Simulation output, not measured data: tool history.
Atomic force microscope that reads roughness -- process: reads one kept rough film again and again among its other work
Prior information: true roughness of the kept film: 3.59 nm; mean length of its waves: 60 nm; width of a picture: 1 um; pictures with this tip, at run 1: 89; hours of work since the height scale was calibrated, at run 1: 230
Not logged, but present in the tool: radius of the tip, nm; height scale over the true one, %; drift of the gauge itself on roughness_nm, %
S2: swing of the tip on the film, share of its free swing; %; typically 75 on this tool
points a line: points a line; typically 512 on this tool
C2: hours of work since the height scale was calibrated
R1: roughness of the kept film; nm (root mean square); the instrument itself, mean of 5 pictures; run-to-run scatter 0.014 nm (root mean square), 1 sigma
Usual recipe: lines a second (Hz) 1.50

Run 1, hour 0.0: usual settings; pictures with this tip 89; C2 230. Result: R1 3.352 nm (root mean square).
Run 2, hour 20.4: usual settings but S2 57 %; pictures with this tip 132; C2 244. Result: R1 3.391 nm (root mean square).
Run 3, hour 37.1: usual settings; pictures with this tip 167; C2 255. Result: R1 3.328 nm (root mean square).
At hour 59.0: new tip fitted.
Run 4, hour 62.4: usual settings; pictures with this tip 8; C2 271. Result: R1 3.314 nm (root mean square).
Run 5, hour 91.2: usual settings; pictures with this tip 68; C2 291. Result: R1 3.335 nm (root mean square).
Run 6, hour 111.8: usual settings; pictures with this tip 112; C2 305. Result: R1 3.316 nm (root mean square).
Run 7, hour 144.9: usual settings but points a line 634; pictures with this tip 181; C2 327. Result: R1 3.334 nm (root mean square).
At hour 159.4: new tip fitted.
Run 8, hour 174.0: usual settings but points a line 634; pictures with this tip 31; C2 346. Result: R1 3.335 nm (root mean square).
Run 9, hour 197.8: usual settings but points a line 634; pictures with this tip 81; C2 362. Result: R1 3.353 nm (root mean square).
Run 10, hour 230.3: usual settings but S2 61 %, points a line 634; pictures with this tip 149; C2 384. Result: R1 3.412 nm (root mean square).
Run 11, hour 249.9: usual settings but lines a second (Hz) 3.67; pictures with this tip 190; C2 397. Result: R1 3.192 nm (root mean square).
At hour 260.7: new tip fitted.
Run 12, hour 277.9: usual settings; pictures with this tip 36; C2 416. Result: R1 3.342 nm (root mean square).
Run 13, hour 308.8: usual settings but lines a second (Hz) 0.67; pictures with this tip 101; C2 436. Result: R1 3.391 nm (root mean square).
Run 14, hour 335.7: usual settings but lines a second (Hz) 0.67; pictures with this tip 158; C2 454. Result: R1 3.397 nm (root mean square).
Run 15, hour 356.7: usual settings but lines a second (Hz) 0.54, S2 86 %, points a line 530; pictures with this tip 202; C2 468. Result: R1 3.365 nm (root mean square).
At hour 362.1: new tip fitted.
Run 16, hour 385.1: usual settings but S2 88 %, points a line 516; pictures with this tip 49; C2 487. Result: R1 3.258 nm (root mean square).
Run 17, hour 416.0: usual settings but S2 88 %, points a line 516; pictures with this tip 114; C2 508. Result: R1 3.267 nm (root mean square).
Run 18, hour 441.3: usual settings but points a line 551; pictures with this tip 167; C2 525. Result: R1 3.323 nm (root mean square).
At hour 463.5: new tip fitted.
Run 19, hour 463.5: usual settings but lines a second (Hz) 1.00, S2 85 %, points a line 872; pictures with this tip 0; C2 539. Result: R1 3.346 nm (root mean square).
Run 20, hour 492.1: usual settings but lines a second (Hz) 2.75, S2 71 %, points a line 405; pictures with this tip 60; C2 559. Result: R1 3.316 nm (root mean square).
Run 21, hour 515.5: usual settings but lines a second (Hz) 1.91, S2 83 %, points a line 1008; pictures with this tip 109; C2 574. Result: R1 3.266 nm (root mean square).
Run 22, hour 550.3: usual settings but lines a second (Hz) 1.10, S2 71 %, points a line 547; pictures with this tip 183; C2 598. Result: R1 3.379 nm (root mean square).
At hour 566.2: new tip fitted.
Run 23, hour 568.1: usual settings but lines a second (Hz) 3.40, points a line 635; pictures with this tip 4; C2 609. Result: R1 3.227 nm (root mean square).
Run 24, hour 583.2: usual settings but lines a second (Hz) 2.99, points a line 351; pictures with this tip 36; C2 620. Result: R1 3.209 nm (root mean square).
Run 25, hour 609.4: usual settings but lines a second (Hz) 2.99, points a line 351; pictures with this tip 91; C2 637. Result: R1 3.258 nm (root mean square).
Run 26, hour 646.5: usual settings but lines a second (Hz) 2.99, points a line 351; pictures with this tip 169; C2 662. Result: R1 3.263 nm (root mean square).
At hour 668.8: new tip fitted.
Run 27, hour 684.0: usual settings but lines a second (Hz) 1.53, points a line 569; pictures with this tip 32; C2 687. Result: R1 3.330 nm (root mean square).

Take each entry between the runs: how does the hidden state at the last listed run before it differ from the hidden state at the first listed run after it?
Runs 3 to 4: new tip fitted (hour 59.0)
  radius of the tip, nm: 10.6 -> 10
Runs 7 to 8: new tip fitted (hour 159.4)
  radius of the tip, nm: 10.6 -> 10.1
Runs 11 to 12: new tip fitted (hour 260.7)
  radius of the tip, nm: 10.6 -> 10.1
Runs 15 to 16: new tip fitted (hour 362.1)
  radius of the tip, nm: 10.7 -> 10.2; height scale over the true one, %: 0.02 -> 0.03
Runs 18 to 19: new tip fitted (hour 463.5)
  radius of the tip, nm: 10.5 -> 10
Runs 22 to 23: new tip fitted (hour 566.2)
  radius of the tip, nm: 10.6 -> 10.1
Runs 26 to 27: new tip fitted (hour 668.8)
  radius of the tip, nm: 10.6 -> 10.1
